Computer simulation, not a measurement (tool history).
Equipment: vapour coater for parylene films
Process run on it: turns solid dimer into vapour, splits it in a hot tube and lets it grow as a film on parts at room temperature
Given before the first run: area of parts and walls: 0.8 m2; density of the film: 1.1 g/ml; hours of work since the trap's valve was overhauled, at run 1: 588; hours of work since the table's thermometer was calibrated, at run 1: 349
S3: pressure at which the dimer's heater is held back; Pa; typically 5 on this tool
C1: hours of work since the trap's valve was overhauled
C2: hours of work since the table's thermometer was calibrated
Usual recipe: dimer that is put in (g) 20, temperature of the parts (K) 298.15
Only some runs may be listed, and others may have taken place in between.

Run 1, hour 0: usual settings; C1 588; C2 349. Result: thickness of the film (um) 13.86.
Run 2, hour 26.5: usual settings; C1 601; C2 361. Result: thickness of the film (um) 13.78.
Run 3, hour 54.4: usual settings; C1 614; C2 374. Result: thickness of the film (um) 13.81.
Run 4, hour 87.2: usual settings; C1 629; C2 389. Result: thickness of the film (um) 13.8.
Run 5, hour 113.1: usual settings but temperature of the parts (K) 293.15; C1 641; C2 401. Result: thickness of the film (um) 15.2.
Run 6, hour 142.8: usual settings but temperature of the parts (K) 293.15; C1 654; C2 415. Result: thickness of the film (um) 15.19.
At hour 164.1: trap's valve overhauled.
Run 7, hour 179.6: usual settings but temperature of the parts (K) 293.15; C1 7; C2 430. Result: thickness of the film (um) 16.39.
Run 8, hour 217.1: usual settings but S3 3.94 Pa; C1 24; C2 447. Result: thickness of the film (um) 15.31.
Run 9, hour 254.5: usual settings but S3 3.94 Pa; C1 42; C2 464. Result: thickness of the film (um) 15.26.
Run 10, hour 284.5: usual settings but dimer that is put in (g) 18, temperature of the parts (K) 300.15, S3 6.32 Pa; C1 55; C2 478. Result: thickness of the film (um) 12.51.
Run 11, hour 320.9: usual settings but dimer that is put in (g) 16, temperature of the parts (K) 294.15, S3 9.51 Pa; C1 72; C2 495. Result: thickness of the film (um) 11.66.
Run 12, hour 357: usual settings but dimer that is put in (g) 16, temperature of the parts (K) 294.15, S3 9.51 Pa; C1 89; C2 512. Result: thickness of the film (um) 11.8.
Run 13, hour 379.8: usual settings but dimer that is put in (g) 16, temperature of the parts (K) 294.15, S3 9.51 Pa; C1 99; C2 522. Result: thickness of the film (um) 11.68.
Run 14, hour 403.2: usual settings but dimer that is put in (g) 16, temperature of the parts (K) 294.15, S3 9.51 Pa; C1 110; C2 533. Result: thickness of the film (um) 11.78.
Run 15, hour 427: usual settings but dimer that is put in (g) 12, S3 7.5 Pa; C1 121; C2 544. Result: thickness of the film (um) 8.46.
Run 16, hour 464.4: usual settings but dimer that is put in (g) 12, temperature of the parts (K) 294.15, S3 9.53 Pa; C1 138; C2 561. Result: thickness of the film (um) 8.84.

Each row is a separate what-if for the run after 16, all from the same tool condition, not one after another. Results?
Run A, hour 486.9: usual settings but dimer that is put in (g) 9; C1 149; C2 572. Result: thickness of the film (um) ?.
Run B, hour 486.9: usual settings but dimer that is put in (g) 12, temperature of the parts (K) 310.15, S3 5.28 Pa; C1 149; C2 572. Result: thickness of the film (um) ?.
Run C, hour 486.9: usual settings but dimer that is put in (g) 16, temperature of the parts (K) 294.15, S3 2.19 Pa; C1 149; C2 572. Result: thickness of the film (um) ?.
Run D, hour 486.9: usual settings but dimer that is put in (g) 19; C1 149; C2 572. Result: thickness of the film (um) ?.
Run E, hour 486.9: usual settings but dimer that is put in (g) 14, temperature of the parts (K) 297.15, S3 6.3 Pa; C1 149; C2 572. Result: thickness of the film (um) ?.

run  thickness of the film (um)
  A                        6.62
  B                        6.92
  C                       14.31
  D                       14.05
  E                       10.38
Had the tool no hidden state, the same runs would have come out as:
run  thickness of the film (um)
  A                        6.64
  B                        6.94
  C                       14.37
  D                        14.1
  E                       10.42
